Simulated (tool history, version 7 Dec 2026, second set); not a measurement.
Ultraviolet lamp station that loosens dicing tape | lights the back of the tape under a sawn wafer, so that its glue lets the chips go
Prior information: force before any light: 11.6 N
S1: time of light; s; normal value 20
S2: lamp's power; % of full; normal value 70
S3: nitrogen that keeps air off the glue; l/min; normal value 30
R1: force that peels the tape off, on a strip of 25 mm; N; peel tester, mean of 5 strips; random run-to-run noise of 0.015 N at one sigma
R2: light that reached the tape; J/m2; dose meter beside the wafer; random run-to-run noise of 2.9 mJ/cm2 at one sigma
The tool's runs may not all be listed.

{"run": 1, "hour": 0.0, "S1": 20, "S2": 70, "S3": 30, "R1": 1.046, "R2": 3530}
{"run": 2, "hour": 28.0, "S1": 20, "S2": 70, "S3": 30, "R1": 1.068, "R2": 3490}
{"run": 3, "hour": 49.8, "S1": 20, "S2": 70, "S3": 30, "R1": 1.059, "R2": 3460}
{"run": 4, "hour": 78.2, "S1": 20, "S2": 70, "S3": 30, "R1": 1.119, "R2": 3440}
{"run": 5, "hour": 108.7, "S1": 20, "S2": 70, "S3": 10, "R1": 2.04, "R2": 3410}
{"run": 6, "hour": 122.2, "S1": 20, "S2": 70, "S3": 36, "R1": 1.031, "R2": 3380}
{"run": 7, "hour": 139.4, "S1": 20, "S2": 70, "S3": 36, "R1": 1.038, "R2": 3400}
{"run": 8, "hour": 164.6, "S1": 20, "S2": 70, "S3": 30, "R1": 1.16, "R2": 3370}
{"run": 9, "hour": 181.6, "S1": 20, "S2": 70, "S3": 30, "R1": 1.206, "R2": 3310}
{"run": 10, "hour": 208.7, "S1": 36, "S2": 70, "S3": 30, "R1": 0.366, "R2": 5930}
{"run": 11, "hour": 239.0, "S1": 36, "S2": 70, "S3": 30, "R1": 0.35, "R2": 5780}
{"run": 12, "hour": 253.5, "S1": 13, "S2": 65, "S3": 17, "R1": 3.541, "R2": 1920}
{"run": 13, "hour": 270.7, "S1": 13, "S2": 65, "S3": 17, "R1": 3.393, "R2": 1970}
{"hour": 273.6, "done": "window cleaned of glue's vapour"}
{"run": 14, "hour": 292.8, "S1": 22, "S2": 61, "S3": 10, "R1": 2.525, "R2": 2980}
{"run": 15, "hour": 316.8, "S1": 16, "S2": 61, "S3": 10, "R1": 3.781, "R2": 2170}
{"run": 16, "hour": 342.7, "S1": 20, "S2": 66, "S3": 21, "R1": 1.844, "R2": 2870}
{"run": 17, "hour": 358.8, "S1": 14, "S2": 70, "S3": 30, "R1": 2.471, "R2": 2130}
{"run": 18, "hour": 385.7, "S1": 20, "S2": 92, "S3": 10, "R1": 1.549, "R2": 3940}
{"run": 19, "hour": 404.2, "S1": 20, "S2": 92, "S3": 10, "R1": 1.58, "R2": 3910}

A few steps of R1 between consecutive runs. Split each: what settings, incoming material and random variation would produce without the hidden state, and what is left over for the hidden state, along with gauge scatter present in only one of the two compared results (measured, and without hidden state):
Hidden state at play: lamp's light, % of a new lamp's; light that the window lets through, % of a clean one's; drift of the gauge itself on peel_n, %; drift of the gauge itself on dose_mj_cm2, %.
Run 11 -> 12: S1 36 -> 13, S2 70 -> 65, S3 30 -> 17. R1 +3.191 N: hidden state +0.976, all else +2.215.
